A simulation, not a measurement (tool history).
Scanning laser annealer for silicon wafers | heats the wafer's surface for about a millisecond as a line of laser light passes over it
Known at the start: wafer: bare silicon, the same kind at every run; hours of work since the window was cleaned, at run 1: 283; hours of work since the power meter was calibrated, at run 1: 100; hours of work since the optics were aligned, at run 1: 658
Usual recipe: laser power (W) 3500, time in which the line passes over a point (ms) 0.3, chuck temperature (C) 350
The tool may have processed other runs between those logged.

| run | hour | laser power (W) | time in which the line passes over a point (ms) | chuck temperature (C) | hours of work since the window was cleaned | hours of work since the power meter was calibrated | hours of work since the optics were aligned | highest temperature of the surface (C) |
|---|---|---|---|---|---|---|---|---|
| 1 | 0 | 3500 | 0.3 | 350 | 283 | 100 | 658 | 1141 |
| 2 | 24.6 | 3500 | 0.219 | 350 | 301 | 118 | 676 | 1022 |
| 3 | 66.1 | 3500 | 0.219 | 350 | 331 | 148 | 706 | 1023 |
| 4 | 95.7 | 3500 | 0.3 | 350 | 352 | 169 | 727 | 1138 |
|  | 115.5 | window over the wafer cleaned |
| 5 | 129.7 | 3500 | 0.3 | 350 | 10 | 192 | 751 | 1143 |
|  | 142.1 | optics aligned, line set to its width |
| 6 | 169.1 | 3500 | 0.3 | 350 | 35 | 217 | 19 | 1144 |
| 7 | 213.4 | 3500 | 0.3 | 350 | 67 | 249 | 51 | 1141 |
| 8 | 243.5 | 3500 | 0.3 | 350 | 89 | 271 | 73 | 1144 |
| 9 | 283.6 | 3500 | 0.3 | 350 | 118 | 299 | 102 | 1142 |
| 10 | 325.2 | 3500 | 0.3 | 350 | 148 | 329 | 132 | 1144 |
| 11 | 346.4 | 3500 | 0.283 | 350 | 163 | 345 | 147 | 1120 |
| 12 | 387.2 | 3500 | 0.377 | 350 | 193 | 374 | 177 | 1238 |
| 13 | 425.1 | 3500 | 0.377 | 350 | 220 | 402 | 204 | 1240 |
| 14 | 464.7 | 3566 | 0.249 | 350 | 248 | 430 | 233 | 1087 |
| 15 | 499.6 | 3701 | 0.366 | 389 | 274 | 455 | 258 | 1332 |
| 16 | 538.7 | 3701 | 0.234 | 389 | 302 | 484 | 286 | 1140 |
| 17 | 582.2 | 3718 | 0.231 | 350 | 333 | 515 | 318 | 1101 |
| 18 | 612.5 | 3718 | 0.231 | 350 | 355 | 537 | 339 | 1100 |
|  | 626.5 | window over the wafer cleaned |
| 19 | 637.1 | 3769 | 0.364 | 375 | 8 | 553 | 356 | 1336 |
| 20 | 673.4 | 3769 | 0.364 | 375 | 34 | 579 | 382 | 1342 |
| 21 | 699.4 | 3769 | 0.364 | 365 | 53 | 598 | 401 | 1329 |
| 22 | 741.7 | 3278 | 0.322 | 365 | 83 | 629 | 431 | 1119 |
| 23 | 769.4 | 2976 | 0.257 | 350 | 103 | 649 | 451 | 943 |

For run 24, what comes out?
| 24 | 791.3 | 3758 | 0.239 | 333 | 119 | 664 | 467 | ? |

{"run 24": {"highest temperature of the surface (C)": 1109}}
The same run, on a tool lacking any hidden state, would have yielded highest temperature of the surface (C) 1111.

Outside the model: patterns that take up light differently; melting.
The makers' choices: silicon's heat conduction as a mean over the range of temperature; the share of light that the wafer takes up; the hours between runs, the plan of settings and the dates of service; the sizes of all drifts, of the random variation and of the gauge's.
